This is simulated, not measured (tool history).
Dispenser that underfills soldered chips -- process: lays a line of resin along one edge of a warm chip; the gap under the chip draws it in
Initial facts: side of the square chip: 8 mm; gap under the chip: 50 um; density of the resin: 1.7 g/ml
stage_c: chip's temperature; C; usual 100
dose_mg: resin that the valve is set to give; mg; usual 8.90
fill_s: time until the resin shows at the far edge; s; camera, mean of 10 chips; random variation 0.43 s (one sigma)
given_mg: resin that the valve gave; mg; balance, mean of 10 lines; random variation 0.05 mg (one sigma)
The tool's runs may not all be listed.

run 1 hour=0.0 | stage_c=100 dose_mg=8.90 | fill_s=48.6 given_mg=8.81
-- hour=1.3 new syringe of resin
run 2 hour=4.1 | stage_c=100 dose_mg=8.90 | fill_s=32.6 given_mg=8.71
run 3 hour=7.5 | stage_c=100 dose_mg=8.90 | fill_s=38.6 given_mg=8.79
run 4 hour=11.8 | stage_c=100 dose_mg=8.90 | fill_s=46.5 given_mg=8.79
-- hour=14.2 new syringe of resin
run 5 hour=15.9 | stage_c=111 dose_mg=8.90 | fill_s=20.4 given_mg=8.75
run 6 hour=22.2 | stage_c=100 dose_mg=10.94 | fill_s=41.9 given_mg=10.72
run 7 hour=26.3 | stage_c=100 dose_mg=10.94 | fill_s=48.8 given_mg=10.77
-- hour=27.4 new syringe of resin
run 8 hour=29.4 | stage_c=100 dose_mg=10.94 | fill_s=30.0 given_mg=10.69
run 9 hour=33.1 | stage_c=103 dose_mg=10.94 | fill_s=32.6 given_mg=10.65
run 10 hour=38.3 | stage_c=100 dose_mg=8.90 | fill_s=47.7 given_mg=8.68
-- hour=40.4 new syringe of resin
run 11 hour=41.3 | stage_c=100 dose_mg=8.90 | fill_s=29.9 given_mg=8.64
run 12 hour=46.4 | stage_c=100 dose_mg=8.90 | fill_s=38.2 given_mg=8.64
run 13 hour=51.7 | stage_c=103 dose_mg=8.90 | fill_s=42.5 given_mg=8.65
-- hour=53.4 new syringe of resin
run 14 hour=54.7 | stage_c=102 dose_mg=8.90 | fill_s=28.4 given_mg=8.64
run 15 hour=57.4 | stage_c=102 dose_mg=8.90 | fill_s=31.8 given_mg=8.51
run 16 hour=62.0 | stage_c=102 dose_mg=8.90 | fill_s=39.2 given_mg=8.54
-- hour=66.6 new syringe of resin
run 17 hour=66.8 | stage_c=94 dose_mg=10.10 | fill_s=36.3 given_mg=9.82
run 18 hour=69.7 | stage_c=94 dose_mg=10.10 | fill_s=42.6 given_mg=9.71
run 19 hour=73.3 | stage_c=94 dose_mg=10.10 | fill_s=50.0 given_mg=9.65
run 20 hour=76.8 | stage_c=112 dose_mg=10.10 | fill_s=29.0 given_mg=9.67
-- hour=79.8 new syringe of resin
run 21 hour=83.1 | stage_c=98 dose_mg=9.12 | fill_s=34.7 given_mg=8.68
run 22 hour=88.9 | stage_c=100 dose_mg=8.95 | fill_s=42.9 given_mg=8.55
-- hour=92.7 new syringe of resin
run 23 hour=92.7 | stage_c=100 dose_mg=8.95 | fill_s=28.8 given_mg=8.56
run 24 hour=96.4 | stage_c=100 dose_mg=8.95 | fill_s=34.3 given_mg=8.60
run 25 hour=99.2 | stage_c=96 dose_mg=8.20 | fill_s=45.5 given_mg=7.83
run 26 hour=103.2 | stage_c=92 dose_mg=10.23 | fill_s=66.0 given_mg=9.64
-- hour=105.7 new syringe of resin
run 27 hour=106.6 | stage_c=96 dose_mg=8.62 | fill_s=35.0 given_mg=8.19
run 28 hour=110.0 | stage_c=91 dose_mg=9.62 | fill_s=50.5 given_mg=9.25

Branching from run 28: 5 alternative next runs. What would each branch give?
run A hour=113.3 | stage_c=98 dose_mg=10.40 | fill_s=? given_mg=?
run B hour=113.3 | stage_c=86 dose_mg=10.73 | fill_s=? given_mg=?
run C hour=113.3 | stage_c=92 dose_mg=9.62 | fill_s=? given_mg=?
run D hour=113.3 | stage_c=114 dose_mg=11.30 | fill_s=? given_mg=?
run E hour=113.3 | stage_c=111 dose_mg=8.90 | fill_s=? given_mg=?

run=A fill_s=43.6 given_mg=9.73
run=B fill_s=72.7 given_mg=10.23
run=C fill_s=56.5 given_mg=9.15
run=D fill_s=23.4 given_mg=10.78
run=E fill_s=26.0 given_mg=8.44
Without the tool's hidden state the same runs would have given:
run=A fill_s=32.9 given_mg=10.26
run=B fill_s=54.7 given_mg=10.79
run=C fill_s=42.5 given_mg=9.65
run=D fill_s=17.6 given_mg=11.37
run=E fill_s=19.3 given_mg=8.91

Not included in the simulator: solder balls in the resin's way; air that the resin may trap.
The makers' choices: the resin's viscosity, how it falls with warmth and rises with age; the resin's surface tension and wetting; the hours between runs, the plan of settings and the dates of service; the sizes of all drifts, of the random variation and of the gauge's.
